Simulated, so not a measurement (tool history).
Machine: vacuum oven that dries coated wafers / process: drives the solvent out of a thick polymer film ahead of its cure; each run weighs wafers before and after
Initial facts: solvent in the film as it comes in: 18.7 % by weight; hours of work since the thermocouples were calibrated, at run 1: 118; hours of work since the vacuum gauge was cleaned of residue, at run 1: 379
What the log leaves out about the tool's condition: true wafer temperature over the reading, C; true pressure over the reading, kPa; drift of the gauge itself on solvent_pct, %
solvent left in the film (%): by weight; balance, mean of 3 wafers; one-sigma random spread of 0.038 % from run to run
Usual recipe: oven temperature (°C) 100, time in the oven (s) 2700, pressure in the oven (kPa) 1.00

run	hour	oven temperature (°C)	time in the oven (s)	pressure in the oven (kPa)	hours of work since the thermocouples were calibrated	hours of work since the vacuum gauge was cleaned of residue	solvent left in the film (%)
1	0.0	100	2700	1.00	118	379	1.93
2	7.4	100	2700	1.00	123	384	2.06
3	17.9	100	2700	1.00	130	392	1.99
4	34.5	100	1440	1.00	141	403	4.78
5	46.1	100	1440	1.00	149	410	4.78
6	59.0	100	1440	1.00	158	419	4.73
7	72.4	100	1440	1.00	167	428	4.81
8	80.8	100	4440	1.00	173	434	0.96
9	91.3	100	4440	1.00	180	441	1.03
10	101.0	100	4560	1.00	186	447	0.91
11	117.8	100	4560	1.00	197	459	0.94
12	128.1	100	2040	1.00	204	466	3.08
13	141.9	100	2040	1.00	214	475	3.14
14	149.2	100	2700	1.00	219	480	2.01
15	162.1	100	2700	1.00	227	488	2.02
16	176.8	100	2700	1.00	237	498	1.98
17	192.7	100	1500	1.00	248	509	4.60
18	209.2	100	3900	1.00	259	520	1.18
19	223.4	100	3900	1.00	268	530	1.21
20	236.8	89	2040	1.25	277	539	7.63
21	252.1	89	2040	1.25	288	549	7.68
22	264.5	89	2040	1.25	296	557	7.65
23	273.7	113	2100	2.54	302	564	1.17
24	286.0	85	2700	1.00	311	572	7.87
25	296.2	113	2880	0.80	317	579	0.36
26	308.7	108	1380	2.01	326	587	2.67
27	318.1	108	1380	2.01	332	593	2.70
28	330.0	93	1800	2.01	340	601	6.94
29	345.2	93	1800	0.53	350	612	6.27
30	354.9	90	1740	0.70	357	618	7.80
31	366.1	87	1500	0.55	364	626	9.51
32	375.7	94	2520	3.18	371	632	5.55
33	384.1	94	2520	3.18	377	638	5.57
34	395.3	94	2520	3.18	384	645	5.59
35	403.8	108	4680	3.18	390	651	1.47
36	411.3	103	1620	2.49	395	656	3.84
37	428.0	100	4560	0.92	406	667	0.94

Branching from run 37: 5 alternative next runs. What would each branch give?
A	443.7	95	2700	1.00	417	678	?
B	443.7	100	2640	1.31	417	678	?
C	443.7	100	2640	0.55	417	678	?
D	443.7	100	1980	1.00	417	678	?
E	443.7	102	4560	3.17	417	678	?

run	solvent left in the film (%)
A	3.73
B	2.36
C	1.95
D	3.35
E	1.97
Without the tool's unlogged condition, the same runs would have read:
run	solvent left in the film (%)
A	3.56
B	2.20
C	1.80
D	3.21
E	1.82
